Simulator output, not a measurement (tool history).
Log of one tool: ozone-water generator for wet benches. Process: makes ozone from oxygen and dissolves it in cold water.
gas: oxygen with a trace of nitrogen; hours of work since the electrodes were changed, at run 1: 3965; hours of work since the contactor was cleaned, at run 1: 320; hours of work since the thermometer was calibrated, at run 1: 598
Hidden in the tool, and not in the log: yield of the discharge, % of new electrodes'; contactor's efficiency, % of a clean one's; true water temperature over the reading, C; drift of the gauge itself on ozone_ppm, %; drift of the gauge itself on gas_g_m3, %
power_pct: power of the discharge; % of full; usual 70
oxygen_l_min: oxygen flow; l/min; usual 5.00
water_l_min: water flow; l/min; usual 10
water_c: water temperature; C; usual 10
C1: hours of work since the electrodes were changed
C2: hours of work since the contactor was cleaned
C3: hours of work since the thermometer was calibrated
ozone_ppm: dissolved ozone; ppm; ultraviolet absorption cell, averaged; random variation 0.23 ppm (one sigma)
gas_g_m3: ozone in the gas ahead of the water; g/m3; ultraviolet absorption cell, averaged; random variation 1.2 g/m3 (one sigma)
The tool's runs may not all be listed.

run 1 hour=0.0 | power_pct=70 oxygen_l_min=5.00 water_l_min=10 water_c=10 | C1=3965 C2=320 C3=598 | ozone_ppm=34.4 gas_g_m3=218.9
run 2 hour=111.0 | power_pct=70 oxygen_l_min=5.00 water_l_min=9 water_c=10 | C1=4048 C2=403 C3=681 | ozone_ppm=36.7 gas_g_m3=217.8
run 3 hour=232.5 | power_pct=70 oxygen_l_min=5.00 water_l_min=9 water_c=8 | C1=4138 C2=493 C3=771 | ozone_ppm=37.4 gas_g_m3=221.5
run 4 hour=360.3 | power_pct=70 oxygen_l_min=5.00 water_l_min=10 water_c=10 | C1=4234 C2=588 C3=867 | ozone_ppm=34.7 gas_g_m3=220.5
run 5 hour=491.5 | power_pct=70 oxygen_l_min=5.00 water_l_min=10 water_c=10 | C1=4331 C2=686 C3=964 | ozone_ppm=34.0 gas_g_m3=220.3
run 6 hour=624.1 | power_pct=70 oxygen_l_min=5.00 water_l_min=10 water_c=10 | C1=4430 C2=785 C3=1063 | ozone_ppm=34.4 gas_g_m3=220.3
run 7 hour=745.9 | power_pct=70 oxygen_l_min=5.00 water_l_min=10 water_c=10 | C1=4521 C2=876 C3=1154 | ozone_ppm=34.1 gas_g_m3=218.5
run 8 hour=838.2 | power_pct=70 oxygen_l_min=5.00 water_l_min=10 water_c=10 | C1=4590 C2=945 C3=1223 | ozone_ppm=34.4 gas_g_m3=218.9
run 9 hour=909.6 | power_pct=70 oxygen_l_min=5.00 water_l_min=10 water_c=10 | C1=4643 C2=998 C3=1276 | ozone_ppm=34.1 gas_g_m3=219.1
run 10 hour=1041.3 | power_pct=70 oxygen_l_min=5.00 water_l_min=10 water_c=10 | C1=4741 C2=1096 C3=1374 | ozone_ppm=34.5 gas_g_m3=219.8
run 11 hour=1122.8 | power_pct=70 oxygen_l_min=3.44 water_l_min=10 water_c=10 | C1=4802 C2=1157 C3=1435 | ozone_ppm=31.8 gas_g_m3=247.4
run 12 hour=1203.0 | power_pct=56 oxygen_l_min=3.44 water_l_min=10 water_c=10 | C1=4862 C2=1217 C3=1495 | ozone_ppm=26.1 gas_g_m3=203.9
run 13 hour=1269.4 | power_pct=56 oxygen_l_min=3.44 water_l_min=10 water_c=10 | C1=4911 C2=1266 C3=1544 | ozone_ppm=26.1 gas_g_m3=201.7
run 14 hour=1357.5 | power_pct=56 oxygen_l_min=3.44 water_l_min=10 water_c=10 | C1=4977 C2=1332 C3=1610 | ozone_ppm=26.3 gas_g_m3=204.6
run 15 hour=1461.6 | power_pct=70 oxygen_l_min=5.00 water_l_min=10 water_c=10 | C1=5055 C2=1409 C3=1688 | ozone_ppm=34.4 gas_g_m3=220.8
run 16 hour=1553.3 | power_pct=70 oxygen_l_min=5.00 water_l_min=13 water_c=10 | C1=5123 C2=1478 C3=1756 | ozone_ppm=28.9 gas_g_m3=222.6
run 17 hour=1613.9 | power_pct=70 oxygen_l_min=3.80 water_l_min=10 water_c=10 | C1=5168 C2=1523 C3=1801 | ozone_ppm=33.0 gas_g_m3=242.0
run 18 hour=1735.9 | power_pct=51 oxygen_l_min=6.31 water_l_min=10 water_c=7 | C1=5259 C2=1614 C3=1892 | ozone_ppm=28.5 gas_g_m3=156.9
run 19 hour=1846.7 | power_pct=51 oxygen_l_min=6.74 water_l_min=10 water_c=7 | C1=5342 C2=1696 C3=1975 | ozone_ppm=28.5 gas_g_m3=152.8
run 20 hour=1923.5 | power_pct=51 oxygen_l_min=6.74 water_l_min=10 water_c=7 | C1=5399 C2=1754 C3=2032 | ozone_ppm=28.3 gas_g_m3=152.4
run 21 hour=1986.4 | power_pct=51 oxygen_l_min=6.74 water_l_min=10 water_c=7 | C1=5446 C2=1801 C3=2079 | ozone_ppm=28.8 gas_g_m3=153.9
run 22 hour=2077.5 | power_pct=51 oxygen_l_min=6.74 water_l_min=10 water_c=12 | C1=5514 C2=1869 C3=2147 | ozone_ppm=26.0 gas_g_m3=154.9
run 23 hour=2159.6 | power_pct=86 oxygen_l_min=5.00 water_l_min=6 water_c=6 | C1=5575 C2=1930 C3=2208 | ozone_ppm=59.6 gas_g_m3=266.7
run 24 hour=2276.6 | power_pct=86 oxygen_l_min=5.00 water_l_min=6 water_c=6 | C1=5662 C2=2017 C3=2295 | ozone_ppm=60.3 gas_g_m3=268.9
run 25 hour=2354.5 | power_pct=86 oxygen_l_min=5.00 water_l_min=15 water_c=14 | C1=5720 C2=2075 C3=2353 | ozone_ppm=29.2 gas_g_m3=267.5
run 26 hour=2478.4 | power_pct=75 oxygen_l_min=3.00 water_l_min=8 water_c=8 | C1=5813 C2=2167 C3=2446 | ozone_ppm=39.8 gas_g_m3=276.7
run 27 hour=2564.0 | power_pct=75 oxygen_l_min=3.00 water_l_min=8 water_c=8 | C1=5876 C2=2231 C3=2509 | ozone_ppm=39.6 gas_g_m3=277.5
run 28 hour=2643.3 | power_pct=51 oxygen_l_min=2.77 water_l_min=7 water_c=16 | C1=5935 C2=2290 C3=2569 | ozone_ppm=26.9 gas_g_m3=201.4
run 29 hour=2769.5 | power_pct=51 oxygen_l_min=4.14 water_l_min=13 water_c=6 | C1=6030 C2=2384 C3=2663 | ozone_ppm=22.1 gas_g_m3=178.8
run 30 hour=2890.9 | power_pct=51 oxygen_l_min=4.14 water_l_min=13 water_c=6 | C1=6120 C2=2475 C3=2753 | ozone_ppm=21.9 gas_g_m3=179.8
run 31 hour=2974.6 | power_pct=51 oxygen_l_min=4.14 water_l_min=13 water_c=6 | C1=6182 C2=2537 C3=2815 | ozone_ppm=22.0 gas_g_m3=178.7
run 32 hour=3044.3 | power_pct=51 oxygen_l_min=4.14 water_l_min=13 water_c=6 | C1=6234 C2=2589 C3=2867 | ozone_ppm=21.8 gas_g_m3=179.8
-- hour=3137.9 gauge calibrated
run 33 hour=3174.2 | power_pct=70 oxygen_l_min=3.16 water_l_min=10 water_c=10 | C1=6331 C2=2686 C3=2964 | ozone_ppm=31.3 gas_g_m3=250.0

4 ways to go on from here, each from the tool as it stands after run 33. What would each give?
run A hour=3241.3 | power_pct=70 oxygen_l_min=5.00 water_l_min=10 water_c=11 | C1=6381 C2=2736 C3=3014 | ozone_ppm=? gas_g_m3=?
run B hour=3241.3 | power_pct=70 oxygen_l_min=5.00 water_l_min=9 water_c=7 | C1=6381 C2=2736 C3=3014 | ozone_ppm=? gas_g_m3=?
run C hour=3241.3 | power_pct=70 oxygen_l_min=5.00 water_l_min=10 water_c=17 | C1=6381 C2=2736 C3=3014 | ozone_ppm=? gas_g_m3=?
run D hour=3241.3 | power_pct=70 oxygen_l_min=3.16 water_l_min=15 water_c=10 | C1=6381 C2=2736 C3=3014 | ozone_ppm=? gas_g_m3=?

run=A ozone_ppm=33.8 gas_g_m3=217.6
run=B ozone_ppm=38.5 gas_g_m3=219.2
run=C ozone_ppm=30.0 gas_g_m3=217.2
run=D ozone_ppm=22.2 gas_g_m3=251.4
Without the tool's hidden state the same runs would have given:
run=A ozone_ppm=34.0 gas_g_m3=217.8
run=B ozone_ppm=38.6 gas_g_m3=219.5
run=C ozone_ppm=30.1 gas_g_m3=217.5
run=D ozone_ppm=22.3 gas_g_m3=251.7
